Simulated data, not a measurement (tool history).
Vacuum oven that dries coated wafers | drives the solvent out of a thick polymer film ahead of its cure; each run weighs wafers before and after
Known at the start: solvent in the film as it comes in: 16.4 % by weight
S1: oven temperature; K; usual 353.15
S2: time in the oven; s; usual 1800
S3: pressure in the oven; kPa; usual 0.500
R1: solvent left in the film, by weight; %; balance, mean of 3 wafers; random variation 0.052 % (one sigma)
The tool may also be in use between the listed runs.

run   hour      S1    S2     S3    R1
  1    0.0  353.15  1800  0.500  1.47
  2   19.9  353.15  1800  0.500  1.47
  3   38.4  353.15  1800  0.500  1.34
  4   52.2  353.15  1800  0.500  1.32
  5   71.9  353.15  1800  0.500  1.32
  6   82.2  353.15  1800  1.159  1.79
  7   91.3  353.15  1800  1.159  1.82
  8  103.7  353.15  1800  0.500  1.41
  9  118.4  353.15  1800  1.952  2.35
 10  133.7  353.15  1800  0.500  1.41
 11  143.8  353.15  1800  0.500  1.35
 12  154.3  353.15  1800  0.500  1.40
 13  172.3  353.15  1800  0.500  1.40
 14  188.2  350.15  1080  0.500  3.93
 15  205.0  350.15  1080  0.500  3.88
 16  221.6  350.15  1080  0.500  3.88
 17  230.2  350.15  1080  0.500  4.08
 18  247.7  353.15  3120  0.332  0.60
 19  262.1  353.15  1680  1.071  2.04
 20  273.3  348.15  3000  0.964  1.44
 21  286.1  348.15  3000  0.964  1.46
 22  303.1  362.15  2760  0.458  0.41
 23  319.0  362.15  2760  0.458  0.31
 24  338.9  352.15  1260  1.447  3.46
 25  347.5  352.15  1260  1.447  3.44

4 ways to go on from here, each from the tool as it stands after run 25. What would each give?
  A  363.5  353.15  1560  0.545   ?
  B  363.5  352.15  2760  1.447   ?
  C  363.5  352.15  1260  0.486   ?
  D  363.5  355.15  1980  0.286   ?

run    R1
  A  1.96
  B  1.45
  C  2.90
  D  0.90
Without the tool's hidden state the same runs would have given:
run    R1
  A  1.68
  B  1.20
  C  2.60
  D  0.68

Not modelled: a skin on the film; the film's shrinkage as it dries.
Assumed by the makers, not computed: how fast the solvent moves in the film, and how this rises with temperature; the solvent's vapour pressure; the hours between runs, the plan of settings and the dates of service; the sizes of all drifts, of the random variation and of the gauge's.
